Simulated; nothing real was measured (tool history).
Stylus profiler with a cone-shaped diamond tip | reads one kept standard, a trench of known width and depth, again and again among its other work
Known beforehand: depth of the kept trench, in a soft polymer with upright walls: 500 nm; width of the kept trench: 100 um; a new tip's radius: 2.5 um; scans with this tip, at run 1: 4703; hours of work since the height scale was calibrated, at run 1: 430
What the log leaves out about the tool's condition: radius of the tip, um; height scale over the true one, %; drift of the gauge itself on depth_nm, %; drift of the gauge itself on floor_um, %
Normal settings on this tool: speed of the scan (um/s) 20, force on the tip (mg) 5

run	hour	speed of the scan (um/s)	force on the tip (mg)	scans with this tip	hours of work since the height scale was calibrated	depth of the trench (angstrom)	width of the trench's floor (nm)
1	0	20	5	4703	430	5146.2	96500
2	21.1	20	5	4826	441	5146.1	96460
3	45.4	20	5	4968	454	5147.2	96460
4	56.8	20	5	5035	460	5144.3	96500
5	69.5	6	5	5109	467	5145.4	96480
6	87.8	12	5	5216	476	5144.4	96430
7	109.1	6	5	5340	488	5146	96410
8	129.5	20	5	5459	499	5144.3	96420
9	140.4	20	5	5523	504	5146.4	96400
10	157.9	20	5	5625	514	5144.7	96370
11	179.6	20	5	5752	525	5147.2	96350
12	204.1	20	5	5895	538	5147.6	96360
13	221	20	5	5993	548	5145.6	96350
14	234.8	20	5	6074	555	5149.7	96330
15	255.9	20	5	6197	566	5148.7	96370
16	277.1	20	5	6321	577	5146.2	96260
# hour 279.2: height scale calibrated on a step standard
17	296.8	20	5	6433	9	5152.2	96300
18	307.7	20	5	6496	15	5149.7	96300
19	321.4	20	5	6576	22	5150	96260
20	334.8	20	5	6655	30	5150.6	96310
21	345.9	20	5	6720	36	5148.7	96240
22	369.7	11	5	6859	48	5149.6	96230
23	383.4	26	3.03	6939	56	5111	96230
24	397.9	9	14.81	7023	63	5302.2	96260
# hour 408.4: height scale calibrated on a step standard, once more
25	424.6	40	4.84	7176	9	5136.7	96220
26	447.6	67	8.18	7310	21	5196.2	96110
27	467.7	6	14.89	7428	32	5292	96290
28	488.5	25	6.46	7549	43	5168.1	96170
29	502.5	25	6.46	7631	50	5169.8	96170
30	520.5	28	3.27	7736	60	5106	96150
31	539.3	19	2.52	7845	70	5090.2	96140
32	552.6	22	5.64	7923	77	5155.2	96160
33	575.3	22	5.64	8056	89	5153.5	96130
34	600.2	22	4.78	8201	102	5139.6	96100
35	623.2	62	8.12	8335	115	5195.9	95940
36	645.4	62	8.12	8465	126	5194.7	96020
37	661.7	62	8.12	8560	135	5197.4	95960
38	686.2	62	8.12	8703	148	5194.5	96020
39	700.3	23	13.93	8785	156	5280.7	96100
40	715.2	21	10.09	8872	164	5230.1	96090
41	740.4	10	10.19	9019	177	5229.1	96100

Each row is a separate what-if for the run after 41, all from the same tool condition, not one after another. Results?
A	751.2	26	3.49	9083	183	?	?
B	751.2	21	3.23	9083	183	?	?
C	751.2	16	12.55	9083	183	?	?

run	depth of the trench (angstrom)	width of the trench's floor (nm)
A	5115.4	96000
B	5110.3	96040
C	5263.9	96090
Take away the tool's hidden state, keep each run's random variation, and the runs would have read:
run	depth of the trench (angstrom)	width of the trench's floor (nm)
A	5111.2	96920
B	5106.2	96960
C	5259.6	97010

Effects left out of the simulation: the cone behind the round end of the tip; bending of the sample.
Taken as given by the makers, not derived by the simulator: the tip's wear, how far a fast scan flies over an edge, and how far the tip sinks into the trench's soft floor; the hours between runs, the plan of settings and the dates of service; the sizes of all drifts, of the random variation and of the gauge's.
